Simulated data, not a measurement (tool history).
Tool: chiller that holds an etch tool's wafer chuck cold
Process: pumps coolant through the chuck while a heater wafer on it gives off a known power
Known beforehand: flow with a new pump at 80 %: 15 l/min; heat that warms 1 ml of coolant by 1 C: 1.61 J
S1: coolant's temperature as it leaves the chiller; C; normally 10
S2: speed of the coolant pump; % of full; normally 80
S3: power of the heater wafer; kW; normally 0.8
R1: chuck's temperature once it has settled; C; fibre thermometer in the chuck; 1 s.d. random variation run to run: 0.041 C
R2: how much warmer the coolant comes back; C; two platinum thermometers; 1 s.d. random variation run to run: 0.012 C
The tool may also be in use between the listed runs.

run    hour  S1  S2     S3     R1    R2
  1       0  10  80    0.8  14.85  2.02
  2   105.1  10  80    0.8  14.72  2.01
  3   288.9  10  80   1.14   16.9  2.89
  4     454  10  80    0.8   14.8     2
  5   587.3  10  80    0.8  14.71     2
  6     692  10  80    0.8   14.8     2
  7   873.9  10  64    0.8  15.87  2.57
  8  1002.5  10  64    0.8  15.91  2.58
  9  1086.1  16  80    0.8  20.77  2.03
 10  1211.6  16  80    0.8  20.77  2.04
 11  1361.2  16  80    0.8  20.73  2.06
 12  1463.4  10  80    0.8  14.76  2.06
 13  1555.6  10  80    0.8  14.73  2.03
 14  1735.4  10  61    0.8  16.22  2.76
 15  1887.5  10  61    0.8  16.18  2.74
 16  2003.5  17  61  0.775  23.05  2.69
 17  2116.8  11  66  1.009  18.43   3.2
 18  2234.7  11  66  1.009  18.36  3.22
 19  2391.1  11  66  1.009  18.35  3.21
 20  2550.6  16  96    0.8  19.94   1.7
 21  2648.5   9  62  0.737  14.58  2.54

Run 22, settings as shown, results not yet in. Your forecast:
 22  2817.9   9  62  0.737   ?   ?

Run 22 gave R1 14.59 C, R2 2.53 C.
The same run, on a tool lacking any hidden state, would have yielded R1 14.69 C, R2 2.41 C.
